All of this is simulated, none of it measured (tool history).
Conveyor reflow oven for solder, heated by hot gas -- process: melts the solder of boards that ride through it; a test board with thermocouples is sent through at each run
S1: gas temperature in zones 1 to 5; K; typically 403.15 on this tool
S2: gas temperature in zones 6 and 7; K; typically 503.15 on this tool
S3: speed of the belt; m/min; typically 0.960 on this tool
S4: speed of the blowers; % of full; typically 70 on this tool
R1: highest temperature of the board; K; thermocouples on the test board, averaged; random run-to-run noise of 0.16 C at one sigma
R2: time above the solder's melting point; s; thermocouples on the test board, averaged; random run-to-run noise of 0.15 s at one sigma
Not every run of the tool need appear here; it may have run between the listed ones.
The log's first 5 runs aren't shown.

{"run": 6, "hour": 51.0, "S1": 403.15, "S2": 503.15, "S3": 0.96, "S4": 84, "R1": 482.95, "R2": 30.9}
{"run": 7, "hour": 59.9, "S1": 403.15, "S2": 503.15, "S3": 0.96, "S4": 84, "R1": 482.45, "R2": 30.8}
{"run": 8, "hour": 72.2, "S1": 403.15, "S2": 503.15, "S3": 0.96, "S4": 70, "R1": 477.95, "R2": 26.7}
{"run": 9, "hour": 80.9, "S1": 403.15, "S2": 503.15, "S3": 0.96, "S4": 70, "R1": 477.75, "R2": 26.8}
{"hour": 93.8, "done": "thermocouples of zones 6 and 7 changed"}
{"run": 10, "hour": 93.8, "S1": 403.15, "S2": 503.15, "S3": 0.96, "S4": 70, "R1": 477.75, "R2": 26.8}
{"run": 11, "hour": 107.8, "S1": 403.15, "S2": 503.15, "S3": 0.96, "S4": 70, "R1": 477.65, "R2": 26.5}
{"run": 12, "hour": 120.4, "S1": 403.15, "S2": 503.15, "S3": 0.96, "S4": 70, "R1": 477.65, "R2": 26.7}
{"run": 13, "hour": 129.2, "S1": 403.15, "S2": 503.15, "S3": 0.96, "S4": 70, "R1": 477.55, "R2": 26.7}
{"run": 14, "hour": 138.0, "S1": 403.15, "S2": 503.15, "S3": 0.96, "S4": 70, "R1": 477.55, "R2": 26.4}
{"run": 15, "hour": 145.2, "S1": 403.15, "S2": 503.15, "S3": 0.96, "S4": 62, "R1": 474.45, "R2": 23.4}
{"run": 16, "hour": 152.4, "S1": 403.15, "S2": 503.15, "S3": 0.96, "S4": 62, "R1": 474.35, "R2": 23.2}
{"run": 17, "hour": 163.8, "S1": 403.15, "S2": 503.15, "S3": 0.96, "S4": 62, "R1": 473.95, "R2": 23.3}
{"run": 18, "hour": 173.4, "S1": 395.15, "S2": 503.15, "S3": 0.96, "S4": 65, "R1": 473.15, "R2": 21.3}
{"run": 19, "hour": 184.0, "S1": 404.15, "S2": 503.15, "S3": 0.777, "S4": 69, "R1": 484.75, "R2": 40.5}
{"run": 20, "hour": 194.5, "S1": 415.15, "S2": 499.15, "S3": 0.96, "S4": 86, "R1": 481.45, "R2": 32.8}
{"run": 21, "hour": 204.4, "S1": 397.15, "S2": 503.15, "S3": 0.895, "S4": 70, "R1": 478.55, "R2": 28.2}
{"run": 22, "hour": 215.1, "S1": 411.15, "S2": 493.15, "S3": 0.895, "S4": 70, "R1": 473.75, "R2": 27.1}
{"run": 23, "hour": 221.0, "S1": 411.15, "S2": 497.15, "S3": 0.895, "S4": 70, "R1": 477.15, "R2": 30.2}
{"run": 24, "hour": 232.9, "S1": 403.15, "S2": 498.15, "S3": 0.96, "S4": 65, "R1": 471.05, "R2": 20.7}
{"run": 25, "hour": 243.9, "S1": 403.15, "S2": 507.15, "S3": 0.96, "S4": 59, "R1": 475.65, "R2": 23.8}

Estimate the outcome of run 26 from the log above:
{"run": 26, "hour": 251.5, "S1": 403.15, "S2": 507.15, "S3": 1.011, "S4": 50, "R1": "?", "R2": "?"}

For run 26 the tool returned R1 467.85 K, R2 15.2 s.
Take away the tool's hidden state, keep the run-to-run variation as it was, and the same run would have given R1 469.75 K, R2 17.2 s.
